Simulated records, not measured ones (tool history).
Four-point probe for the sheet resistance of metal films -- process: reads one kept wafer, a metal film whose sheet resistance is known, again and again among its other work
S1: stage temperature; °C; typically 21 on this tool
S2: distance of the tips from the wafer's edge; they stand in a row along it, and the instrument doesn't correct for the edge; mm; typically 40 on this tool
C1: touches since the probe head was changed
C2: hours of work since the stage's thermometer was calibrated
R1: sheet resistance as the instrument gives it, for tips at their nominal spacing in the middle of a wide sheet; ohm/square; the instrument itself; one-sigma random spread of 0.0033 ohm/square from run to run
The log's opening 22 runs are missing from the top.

run	day	S1	S2	C1	C2	R1
23	90.475	25	45	2352	406	16.612292
24	94.904	20	26	3282	453	16.66018
25	98.029	31	10	3939	486	16.583321
26	103.179	31	10	5020	540	16.594693
27	105.812	31	6	5573	567	16.632959
28	109.008	31	6	6244	601	16.644676
29	113.996	31	74	7291	653	16.576329
30	118.808	31	74	8302	704	16.584657
31	124.479	20	6	9493	763	16.739557
32	129.829	21	4	10616	819	16.811553
33	133.704	33	60	11430	860	16.572013
34	136.525	33	60	12022	889	16.58469
35	141.721	33	60	13114	944	16.590117
36	145.608	33	60	13930	985	16.59119
37	149.358	33	7	14718	1024	16.64604
38	152.538	31	3	15385	1057	16.858667
39	157.092	21	13	16341	1105	16.715235

What if the next run were any one of these 3? Each begins from the tool's condition after run 39:
A	161.896	21	33	17350	1155	?
B	161.896	25	4	17350	1155	?
C	161.896	31	13	17350	1155	?

run	R1
A	16.703233
B	16.807735
C	16.62812
Without the tool's hidden state the same runs would have given:
run	R1
A	16.677977
B	16.782493
C	16.603379

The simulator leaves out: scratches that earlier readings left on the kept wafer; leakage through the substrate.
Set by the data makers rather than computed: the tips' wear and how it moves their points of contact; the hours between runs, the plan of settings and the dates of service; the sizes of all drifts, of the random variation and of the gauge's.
